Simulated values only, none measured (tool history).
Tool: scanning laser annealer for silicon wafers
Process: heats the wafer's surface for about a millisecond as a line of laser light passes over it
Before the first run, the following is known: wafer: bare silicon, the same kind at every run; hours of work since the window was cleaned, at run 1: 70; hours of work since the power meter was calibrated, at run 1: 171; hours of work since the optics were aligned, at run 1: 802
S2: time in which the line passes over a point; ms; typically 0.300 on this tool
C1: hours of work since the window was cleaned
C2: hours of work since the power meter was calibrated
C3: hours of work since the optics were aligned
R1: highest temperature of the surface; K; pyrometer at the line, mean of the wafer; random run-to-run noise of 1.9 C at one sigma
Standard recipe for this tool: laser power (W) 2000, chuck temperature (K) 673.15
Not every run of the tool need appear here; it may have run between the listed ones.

{"run": 1, "day": 0.0, "laser power (W)": 2000, "S2": 0.3, "chuck temperature (K)": 673.15, "C1": 70, "C2": 171, "C3": 802, "R1": 1401.15}
{"run": 2, "day": 2.792, "laser power (W)": 2099, "S2": 0.3, "chuck temperature (K)": 673.15, "C1": 113, "C2": 214, "C3": 845, "R1": 1439.15}
{"run": 3, "day": 5.408, "laser power (W)": 1726, "S2": 0.3, "chuck temperature (K)": 673.15, "C1": 154, "C2": 255, "C3": 885, "R1": 1273.15}
{"run": 4, "day": 8.338, "laser power (W)": 1726, "S2": 0.3, "chuck temperature (K)": 673.15, "C1": 199, "C2": 300, "C3": 931, "R1": 1272.15}
{"run": 5, "day": 10.183, "laser power (W)": 2000, "S2": 0.3, "chuck temperature (K)": 673.15, "C1": 227, "C2": 328, "C3": 959, "R1": 1382.15}
{"day": 13.125, "done": "optics aligned, line set to its width"}
{"run": 6, "day": 13.158, "laser power (W)": 2000, "S2": 0.3, "chuck temperature (K)": 692.15, "C1": 270, "C2": 371, "C3": 0, "R1": 1396.15}
{"run": 7, "day": 14.575, "laser power (W)": 2000, "S2": 0.226, "chuck temperature (K)": 692.15, "C1": 292, "C2": 393, "C3": 22, "R1": 1295.15}
{"run": 8, "day": 17.842, "laser power (W)": 2000, "S2": 0.3, "chuck temperature (K)": 673.15, "C1": 342, "C2": 443, "C3": 73, "R1": 1370.15}
{"run": 9, "day": 20.592, "laser power (W)": 2000, "S2": 0.3, "chuck temperature (K)": 673.15, "C1": 384, "C2": 485, "C3": 115, "R1": 1365.15}
{"run": 10, "day": 23.133, "laser power (W)": 2000, "S2": 0.3, "chuck temperature (K)": 673.15, "C1": 424, "C2": 525, "C3": 154, "R1": 1361.15}
{"day": 25.108, "done": "optics aligned, line set to its width, once more"}
{"run": 11, "day": 26.225, "laser power (W)": 2000, "S2": 0.3, "chuck temperature (K)": 673.15, "C1": 468, "C2": 569, "C3": 17, "R1": 1364.15}
{"run": 12, "day": 28.492, "laser power (W)": 2000, "S2": 0.3, "chuck temperature (K)": 673.15, "C1": 503, "C2": 604, "C3": 52, "R1": 1364.15}
{"day": 30.533, "done": "window over the wafer cleaned"}
{"run": 13, "day": 31.208, "laser power (W)": 1815, "S2": 0.3, "chuck temperature (K)": 673.15, "C1": 10, "C2": 644, "C3": 93, "R1": 1327.15}
{"run": 14, "day": 33.142, "laser power (W)": 1815, "S2": 0.215, "chuck temperature (K)": 673.15, "C1": 40, "C2": 674, "C3": 122, "R1": 1215.15}
{"run": 15, "day": 35.679, "laser power (W)": 1815, "S2": 0.215, "chuck temperature (K)": 673.15, "C1": 79, "C2": 713, "C3": 162, "R1": 1215.15}
{"run": 16, "day": 38.117, "laser power (W)": 1815, "S2": 0.215, "chuck temperature (K)": 673.15, "C1": 117, "C2": 751, "C3": 199, "R1": 1208.15}
{"run": 17, "day": 40.4, "laser power (W)": 2000, "S2": 0.3, "chuck temperature (K)": 708.15, "C1": 152, "C2": 786, "C3": 234, "R1": 1430.15}
{"run": 18, "day": 42.467, "laser power (W)": 2000, "S2": 0.3, "chuck temperature (K)": 708.15, "C1": 184, "C2": 818, "C3": 266, "R1": 1426.15}
{"run": 19, "day": 44.812, "laser power (W)": 1735, "S2": 0.264, "chuck temperature (K)": 708.15, "C1": 220, "C2": 854, "C3": 302, "R1": 1265.15}
{"run": 20, "day": 47.246, "laser power (W)": 1735, "S2": 0.252, "chuck temperature (K)": 657.15, "C1": 258, "C2": 892, "C3": 340, "R1": 1201.15}
{"run": 21, "day": 50.562, "laser power (W)": 1735, "S2": 0.29, "chuck temperature (K)": 692.15, "C1": 309, "C2": 943, "C3": 391, "R1": 1273.15}
{"run": 22, "day": 53.921, "laser power (W)": 1735, "S2": 0.29, "chuck temperature (K)": 692.15, "C1": 360, "C2": 995, "C3": 443, "R1": 1268.15}
{"run": 23, "day": 56.662, "laser power (W)": 1997, "S2": 0.29, "chuck temperature (K)": 701.15, "C1": 403, "C2": 1037, "C3": 485, "R1": 1382.15}
{"run": 24, "day": 59.992, "laser power (W)": 1997, "S2": 0.29, "chuck temperature (K)": 701.15, "C1": 454, "C2": 1088, "C3": 536, "R1": 1375.15}
{"run": 25, "day": 61.708, "laser power (W)": 2000, "S2": 0.232, "chuck temperature (K)": 679.15, "C1": 480, "C2": 1115, "C3": 563, "R1": 1272.15}
{"run": 26, "day": 63.838, "laser power (W)": 2180, "S2": 0.324, "chuck temperature (K)": 679.15, "C1": 513, "C2": 1147, "C3": 596, "R1": 1470.15}
{"day": 65.292, "done": "window over the wafer cleaned"}
{"run": 27, "day": 65.954, "laser power (W)": 1967, "S2": 0.3, "chuck temperature (K)": 673.15, "C1": 10, "C2": 1179, "C3": 627, "R1": 1385.15}
{"run": 28, "day": 67.671, "laser power (W)": 1967, "S2": 0.3, "chuck temperature (K)": 673.15, "C1": 37, "C2": 1205, "C3": 653, "R1": 1380.15}
{"run": 29, "day": 70.192, "laser power (W)": 1978, "S2": 0.312, "chuck temperature (K)": 635.15, "C1": 76, "C2": 1244, "C3": 692, "R1": 1357.15}
{"run": 30, "day": 72.238, "laser power (W)": 2194, "S2": 0.312, "chuck temperature (K)": 663.15, "C1": 107, "C2": 1275, "C3": 724, "R1": 1475.15}
{"run": 31, "day": 75.658, "laser power (W)": 2000, "S2": 0.271, "chuck temperature (K)": 689.15, "C1": 160, "C2": 1328, "C3": 776, "R1": 1358.15}
{"run": 32, "day": 78.346, "laser power (W)": 1860, "S2": 0.288, "chuck temperature (K)": 647.15, "C1": 201, "C2": 1370, "C3": 818, "R1": 1278.15}
{"run": 33, "day": 80.783, "laser power (W)": 2181, "S2": 0.243, "chuck temperature (K)": 678.15, "C1": 239, "C2": 1407, "C3": 855, "R1": 1371.15}
{"run": 34, "day": 82.892, "laser power (W)": 2000, "S2": 0.3, "chuck temperature (K)": 674.15, "C1": 271, "C2": 1440, "C3": 888, "R1": 1369.15}
{"run": 35, "day": 84.338, "laser power (W)": 2000, "S2": 0.3, "chuck temperature (K)": 674.15, "C1": 294, "C2": 1462, "C3": 910, "R1": 1368.15}
{"run": 36, "day": 87.292, "laser power (W)": 1812, "S2": 0.361, "chuck temperature (K)": 655.15, "C1": 339, "C2": 1507, "C3": 956, "R1": 1336.15}

Across each entry between runs, compare the hidden state at the last listed run before it with the hidden state at the first listed run after it:
Runs 5 to 6: optics aligned, line set to its width (day 13.125)
  light that passes the window, % of a clean one's: 97.63 -> 97.16; laser's true power over the reading, %: -0.46 -> -0.48; width of the line over the set one, %: 2.27 -> 2.65
  the result without the hidden state subtracted from the measured one, R1: -36.00 -> -41.00 K
Runs 10 to 11: optics aligned, line set to its width, once more (day 25.108)
  light that passes the window, % of a clean one's: 95.49 -> 94.99; laser's true power over the reading, %: -0.55 -> -0.57; width of the line over the set one, %: 3.01 -> 0.17
  the result without the hidden state subtracted from the measured one, R1: -58.00 -> -50.00 K
Runs 12 to 13: window over the wafer cleaned (day 30.533)
  light that passes the window, % of a clean one's: 94.6 -> 99.75; laser's true power over the reading, %: -0.59 -> -0.61; width of the line over the set one, %: 0.25 -> 0.35
  the result without the hidden state subtracted from the measured one, R1: -54.00 -> -8.00 K
Runs 26 to 27: window over the wafer cleaned (day 65.292)
  light that passes the window, % of a clean one's: 94.4 -> 99.41; laser's true power over the reading, %: -0.87 -> -0.88; width of the line over the set one, %: 1.51 -> 1.58
  the result without the hidden state subtracted from the measured one, R1: -73.00 -> -20.00 K

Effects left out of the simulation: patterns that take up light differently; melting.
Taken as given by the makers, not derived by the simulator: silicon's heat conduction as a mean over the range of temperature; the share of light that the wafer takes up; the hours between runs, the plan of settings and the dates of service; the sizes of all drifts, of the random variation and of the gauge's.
